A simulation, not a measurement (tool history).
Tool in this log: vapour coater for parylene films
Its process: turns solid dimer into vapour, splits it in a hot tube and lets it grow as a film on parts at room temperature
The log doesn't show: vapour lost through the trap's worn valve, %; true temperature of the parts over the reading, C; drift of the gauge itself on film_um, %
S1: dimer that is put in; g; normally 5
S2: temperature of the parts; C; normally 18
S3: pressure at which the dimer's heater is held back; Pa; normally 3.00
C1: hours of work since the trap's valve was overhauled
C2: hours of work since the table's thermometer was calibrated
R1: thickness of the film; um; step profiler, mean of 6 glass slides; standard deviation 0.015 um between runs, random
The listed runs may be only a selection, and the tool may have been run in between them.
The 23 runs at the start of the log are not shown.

run 24 hour=336.4 | S1=7 S2=18 S3=8.69 | C1=119 C2=834 | R1=4.88
run 25 hour=351.6 | S1=7 S2=18 S3=8.69 | C1=130 C2=845 | R1=4.84
run 26 hour=367.3 | S1=7 S2=18 S3=8.69 | C1=142 C2=857 | R1=4.84
run 27 hour=382.7 | S1=7 S2=18 S3=8.69 | C1=153 C2=868 | R1=4.84
run 28 hour=400.8 | S1=2 S2=15 S3=4.85 | C1=166 C2=881 | R1=1.67
run 29 hour=420.2 | S1=7 S2=15 S3=4.85 | C1=181 C2=895 | R1=5.71
run 30 hour=440.0 | S1=2 S2=18 S3=3.00 | C1=195 C2=910 | R1=1.49
run 31 hour=460.7 | S1=3 S2=13 S3=10.07 | C1=210 C2=925 | R1=2.47
run 32 hour=478.3 | S1=8 S2=13 S3=7.48 | C1=223 C2=938 | R1=6.73
run 33 hour=497.6 | S1=8 S2=13 S3=7.48 | C1=238 C2=952 | R1=6.69
run 34 hour=512.3 | S1=5 S2=11 S3=3.52 | C1=248 C2=963 | R1=4.83
run 35 hour=526.2 | S1=2 S2=13 S3=7.60 | C1=258 C2=973 | R1=1.67
run 36 hour=542.8 | S1=8 S2=12 S3=3.66 | C1=271 C2=985 | R1=7.42
run 37 hour=554.7 | S1=8 S2=12 S3=3.66 | C1=279 C2=994 | R1=7.41
run 38 hour=569.2 | S1=5 S2=18 S3=6.57 | C1=290 C2=1005 | R1=3.49
run 39 hour=585.2 | S1=5 S2=18 S3=6.57 | C1=302 C2=1017 | R1=3.48
run 40 hour=597.5 | S1=6 S2=22 S3=6.57 | C1=311 C2=1026 | R1=3.60
run 41 hour=613.0 | S1=6 S2=22 S3=6.57 | C1=322 C2=1037 | R1=3.55
run 42 hour=632.9 | S1=6 S2=25 S3=2.40 | C1=337 C2=1051 | R1=3.43
run 43 hour=646.8 | S1=6 S2=25 S3=2.40 | C1=347 C2=1062 | R1=3.46

Estimate the outcome of run 44 from the log above:
run 44 hour=666.7 | S1=3 S2=13 S3=2.09 | C1=362 C2=1076 | R1=?

{"run 44": {"R1": 2.77}}
Take away the tool's hidden state, keep the run-to-run variation as it was, and the same run would have given R1 2.92 um.

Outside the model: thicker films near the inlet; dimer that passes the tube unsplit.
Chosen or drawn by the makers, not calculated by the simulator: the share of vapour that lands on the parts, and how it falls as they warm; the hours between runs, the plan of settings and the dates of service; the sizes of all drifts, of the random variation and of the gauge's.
